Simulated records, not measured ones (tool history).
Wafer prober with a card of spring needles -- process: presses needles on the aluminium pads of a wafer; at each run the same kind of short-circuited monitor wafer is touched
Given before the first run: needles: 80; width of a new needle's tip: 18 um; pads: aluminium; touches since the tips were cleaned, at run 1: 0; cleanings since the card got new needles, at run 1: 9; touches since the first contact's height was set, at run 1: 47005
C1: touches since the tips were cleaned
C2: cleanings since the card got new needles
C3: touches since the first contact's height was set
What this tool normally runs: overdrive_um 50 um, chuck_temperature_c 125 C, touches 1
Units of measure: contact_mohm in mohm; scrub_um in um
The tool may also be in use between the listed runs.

Run 1, day 0.000: usual settings; C1 0; C2 9; C3 47005. Result: contact_mohm 389 mohm, scrub_um 7.94 um.
Run 2, day 0.321: usual settings; C1 1457; C2 9; C3 48462. Result: contact_mohm 831 mohm, scrub_um 7.94 um.
Run 3, day 0.721: usual settings; C1 3296; C2 9; C3 50301. Result: contact_mohm 1112 mohm, scrub_um 7.93 um.
Run 4, day 0.942: usual settings; C1 4301; C2 9; C3 51306. Result: contact_mohm 1194 mohm, scrub_um 7.96 um.
At day 0.979: tips cleaned on abrasive film.
Run 5, day 1.262: usual settings; C1 1290; C2 10; C3 52737. Result: contact_mohm 773 mohm, scrub_um 7.93 um.
Run 6, day 1.683: usual settings; C1 3214; C2 10; C3 54661. Result: contact_mohm 1107 mohm, scrub_um 7.91 um.
At day 1.983: tips cleaned on abrasive film.
Run 7, day 2.108: usual settings; C1 561; C2 11; C3 56576. Result: contact_mohm 565 mohm, scrub_um 7.93 um.
Run 8, day 2.604: usual settings but touches 2; C1 2831; C2 11; C3 58846. Result: contact_mohm 751 mohm, scrub_um 7.97 um.
Run 9, day 2.933: usual settings but touches 2; C1 4325; C2 11; C3 60340. Result: contact_mohm 832 mohm, scrub_um 7.94 um.

Run 10 comes next. What will it give?
At day 2.979: tips cleaned on abrasive film.
Run 10, day 3.138: usual settings but overdrive_um 33 um; C1 725; C2 12; C3 61264. Result: contact_mohm ?, scrub_um ?.

{"run 10": {"contact_mohm": 1018, "scrub_um": 5.15}}
Take away the tool's hidden state, keep the run-to-run variation as it was, and the same run would have given contact_mohm 314 mohm, scrub_um 5.32 um.
